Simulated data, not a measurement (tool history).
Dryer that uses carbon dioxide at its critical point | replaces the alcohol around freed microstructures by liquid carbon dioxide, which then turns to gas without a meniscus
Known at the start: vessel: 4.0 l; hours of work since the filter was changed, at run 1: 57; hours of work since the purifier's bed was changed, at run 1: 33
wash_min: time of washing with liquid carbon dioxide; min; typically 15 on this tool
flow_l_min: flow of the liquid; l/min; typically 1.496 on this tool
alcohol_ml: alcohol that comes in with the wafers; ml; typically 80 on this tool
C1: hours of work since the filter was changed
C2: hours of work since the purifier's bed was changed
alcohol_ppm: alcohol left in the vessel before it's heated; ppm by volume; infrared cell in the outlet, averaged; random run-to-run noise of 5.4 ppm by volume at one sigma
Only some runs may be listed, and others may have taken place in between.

{"run": 1, "hour": 0.0, "wash_min": 15, "flow_l_min": 1.496, "alcohol_ml": 80, "C1": 57, "C2": 33, "alcohol_ppm": 170}
{"run": 2, "hour": 12.7, "wash_min": 15, "flow_l_min": 1.496, "alcohol_ml": 80, "C1": 65, "C2": 41, "alcohol_ppm": 181}
{"run": 3, "hour": 22.2, "wash_min": 20, "flow_l_min": 1.496, "alcohol_ml": 80, "C1": 71, "C2": 47, "alcohol_ppm": 49}
{"run": 4, "hour": 33.0, "wash_min": 20, "flow_l_min": 1.496, "alcohol_ml": 80, "C1": 78, "C2": 55, "alcohol_ppm": 46}
{"run": 5, "hour": 42.4, "wash_min": 20, "flow_l_min": 1.496, "alcohol_ml": 80, "C1": 85, "C2": 61, "alcohol_ppm": 69}
{"run": 6, "hour": 51.9, "wash_min": 15, "flow_l_min": 1.496, "alcohol_ml": 80, "C1": 91, "C2": 67, "alcohol_ppm": 196}
{"run": 7, "hour": 60.2, "wash_min": 15, "flow_l_min": 1.496, "alcohol_ml": 80, "C1": 96, "C2": 72, "alcohol_ppm": 195}
{"run": 8, "hour": 67.5, "wash_min": 15, "flow_l_min": 1.496, "alcohol_ml": 80, "C1": 101, "C2": 77, "alcohol_ppm": 209}
{"run": 9, "hour": 79.7, "wash_min": 15, "flow_l_min": 1.496, "alcohol_ml": 80, "C1": 109, "C2": 85, "alcohol_ppm": 200}
{"run": 10, "hour": 86.2, "wash_min": 15, "flow_l_min": 1.496, "alcohol_ml": 80, "C1": 113, "C2": 90, "alcohol_ppm": 208}
{"run": 11, "hour": 99.1, "wash_min": 15, "flow_l_min": 1.496, "alcohol_ml": 80, "C1": 122, "C2": 98, "alcohol_ppm": 208}
{"run": 12, "hour": 111.0, "wash_min": 15, "flow_l_min": 1.496, "alcohol_ml": 80, "C1": 130, "C2": 106, "alcohol_ppm": 223}
{"run": 13, "hour": 122.2, "wash_min": 15, "flow_l_min": 1.496, "alcohol_ml": 80, "C1": 137, "C2": 113, "alcohol_ppm": 227}
{"run": 14, "hour": 135.1, "wash_min": 15, "flow_l_min": 1.496, "alcohol_ml": 80, "C1": 146, "C2": 122, "alcohol_ppm": 237}
{"run": 15, "hour": 140.7, "wash_min": 15, "flow_l_min": 1.496, "alcohol_ml": 80, "C1": 149, "C2": 126, "alcohol_ppm": 225}
{"run": 16, "hour": 153.6, "wash_min": 15, "flow_l_min": 1.496, "alcohol_ml": 80, "C1": 158, "C2": 134, "alcohol_ppm": 225}
{"run": 17, "hour": 162.6, "wash_min": 15, "flow_l_min": 1.496, "alcohol_ml": 38, "C1": 164, "C2": 140, "alcohol_ppm": 122}
{"run": 18, "hour": 174.2, "wash_min": 15, "flow_l_min": 1.496, "alcohol_ml": 38, "C1": 171, "C2": 148, "alcohol_ppm": 136}
{"run": 19, "hour": 181.2, "wash_min": 15, "flow_l_min": 1.496, "alcohol_ml": 38, "C1": 176, "C2": 152, "alcohol_ppm": 141}
{"run": 20, "hour": 187.7, "wash_min": 15, "flow_l_min": 1.496, "alcohol_ml": 80, "C1": 180, "C2": 157, "alcohol_ppm": 254}
{"run": 21, "hour": 195.6, "wash_min": 15, "flow_l_min": 1.496, "alcohol_ml": 80, "C1": 186, "C2": 162, "alcohol_ppm": 252}
{"run": 22, "hour": 208.1, "wash_min": 15, "flow_l_min": 1.496, "alcohol_ml": 80, "C1": 194, "C2": 170, "alcohol_ppm": 250}
{"run": 23, "hour": 214.4, "wash_min": 15, "flow_l_min": 1.496, "alcohol_ml": 80, "C1": 198, "C2": 174, "alcohol_ppm": 261}
{"run": 24, "hour": 225.5, "wash_min": 15, "flow_l_min": 2.35, "alcohol_ml": 58, "C1": 205, "C2": 182, "alcohol_ppm": 69}
{"run": 25, "hour": 237.8, "wash_min": 14, "flow_l_min": 1.23, "alcohol_ml": 29, "C1": 213, "C2": 190, "alcohol_ppm": 264}
{"run": 26, "hour": 245.3, "wash_min": 14, "flow_l_min": 1.23, "alcohol_ml": 29, "C1": 218, "C2": 195, "alcohol_ppm": 280}
{"run": 27, "hour": 254.2, "wash_min": 14, "flow_l_min": 1.23, "alcohol_ml": 29, "C1": 224, "C2": 200, "alcohol_ppm": 280}
{"run": 28, "hour": 265.4, "wash_min": 14, "flow_l_min": 1.23, "alcohol_ml": 29, "C1": 232, "C2": 208, "alcohol_ppm": 271}
{"run": 29, "hour": 275.1, "wash_min": 13, "flow_l_min": 1.496, "alcohol_ml": 38, "C1": 238, "C2": 214, "alcohol_ppm": 265}
{"run": 30, "hour": 286.7, "wash_min": 13, "flow_l_min": 1.496, "alcohol_ml": 38, "C1": 246, "C2": 222, "alcohol_ppm": 260}
{"run": 31, "hour": 295.3, "wash_min": 10, "flow_l_min": 1.496, "alcohol_ml": 88, "C1": 251, "C2": 228, "alcohol_ppm": 1192}
{"run": 32, "hour": 308.2, "wash_min": 10, "flow_l_min": 1.496, "alcohol_ml": 109, "C1": 260, "C2": 236, "alcohol_ppm": 1500}
{"run": 33, "hour": 319.0, "wash_min": 15, "flow_l_min": 1.38, "alcohol_ml": 72, "C1": 267, "C2": 243, "alcohol_ppm": 349}
{"run": 34, "hour": 331.4, "wash_min": 23, "flow_l_min": 1.66, "alcohol_ml": 24, "C1": 275, "C2": 251, "alcohol_ppm": 70}
{"run": 35, "hour": 338.6, "wash_min": 20, "flow_l_min": 2.24, "alcohol_ml": 80, "C1": 280, "C2": 256, "alcohol_ppm": 75}
{"run": 36, "hour": 348.0, "wash_min": 20, "flow_l_min": 2.24, "alcohol_ml": 80, "C1": 286, "C2": 262, "alcohol_ppm": 62}
{"run": 37, "hour": 358.7, "wash_min": 17, "flow_l_min": 1.496, "alcohol_ml": 80, "C1": 293, "C2": 269, "alcohol_ppm": 222}
{"run": 38, "hour": 368.4, "wash_min": 17, "flow_l_min": 1.496, "alcohol_ml": 80, "C1": 300, "C2": 276, "alcohol_ppm": 225}
{"run": 39, "hour": 376.7, "wash_min": 17, "flow_l_min": 1.496, "alcohol_ml": 80, "C1": 305, "C2": 281, "alcohol_ppm": 233}
{"run": 40, "hour": 385.0, "wash_min": 22, "flow_l_min": 1.02, "alcohol_ml": 68, "C1": 311, "C2": 287, "alcohol_ppm": 284}
{"hour": 389.5, "done": "inlet filter changed"}
{"run": 41, "hour": 397.3, "wash_min": 17, "flow_l_min": 1.01, "alcohol_ml": 85, "C1": 5, "C2": 294, "alcohol_ppm": 541}
{"run": 42, "hour": 404.8, "wash_min": 15, "flow_l_min": 1.496, "alcohol_ml": 108, "C1": 10, "C2": 299, "alcohol_ppm": 261}
{"run": 43, "hour": 415.6, "wash_min": 15, "flow_l_min": 1.69, "alcohol_ml": 45, "C1": 17, "C2": 306, "alcohol_ppm": 128}
{"run": 44, "hour": 422.1, "wash_min": 17, "flow_l_min": 1.69, "alcohol_ml": 62, "C1": 21, "C2": 311, "alcohol_ppm": 105}
{"run": 45, "hour": 428.1, "wash_min": 15, "flow_l_min": 1.61, "alcohol_ml": 80, "C1": 26, "C2": 315, "alcohol_ppm": 175}
{"run": 46, "hour": 438.2, "wash_min": 15, "flow_l_min": 1.61, "alcohol_ml": 80, "C1": 32, "C2": 321, "alcohol_ppm": 187}

The same runs without the tool's hidden state, with the same run-to-run variation:
Hidden state at play: flow that reaches the vessel past the clogged filter, %; alcohol in the recycled carbon dioxide, ppm; drift of the gauge itself on alcohol_ppm, %.
run=1 alcohol_ppm=136
run=2 alcohol_ppm=143
run=3 alcohol_ppm=28
run=4 alcohol_ppm=24
run=5 alcohol_ppm=44
run=6 alcohol_ppm=144
run=7 alcohol_ppm=139
run=8 alcohol_ppm=148
run=9 alcohol_ppm=137
run=10 alcohol_ppm=141
run=11 alcohol_ppm=138
run=12 alcohol_ppm=147
run=13 alcohol_ppm=144
run=14 alcohol_ppm=146
run=15 alcohol_ppm=139
run=16 alcohol_ppm=132
run=17 alcohol_ppm=57
run=18 alcohol_ppm=68
run=19 alcohol_ppm=70
run=20 alcohol_ppm=144
run=21 alcohol_ppm=138
run=22 alcohol_ppm=133
run=23 alcohol_ppm=140
run=24 alcohol_ppm=17
run=25 alcohol_ppm=151
run=26 alcohol_ppm=159
run=27 alcohol_ppm=157
run=28 alcohol_ppm=148
run=29 alcohol_ppm=140
run=30 alcohol_ppm=131
run=31 alcohol_ppm=781
run=32 alcohol_ppm=981
run=33 alcohol_ppm=167
run=34 alcohol_ppm=7
run=35 alcohol_ppm=13
run=36 alcohol_ppm=0
run=37 alcohol_ppm=76
run=38 alcohol_ppm=79
run=39 alcohol_ppm=84
run=40 alcohol_ppm=109
run=41 alcohol_ppm=464
run=42 alcohol_ppm=185
run=43 alcohol_ppm=54
run=44 alcohol_ppm=30
run=45 alcohol_ppm=94
run=46 alcohol_ppm=101

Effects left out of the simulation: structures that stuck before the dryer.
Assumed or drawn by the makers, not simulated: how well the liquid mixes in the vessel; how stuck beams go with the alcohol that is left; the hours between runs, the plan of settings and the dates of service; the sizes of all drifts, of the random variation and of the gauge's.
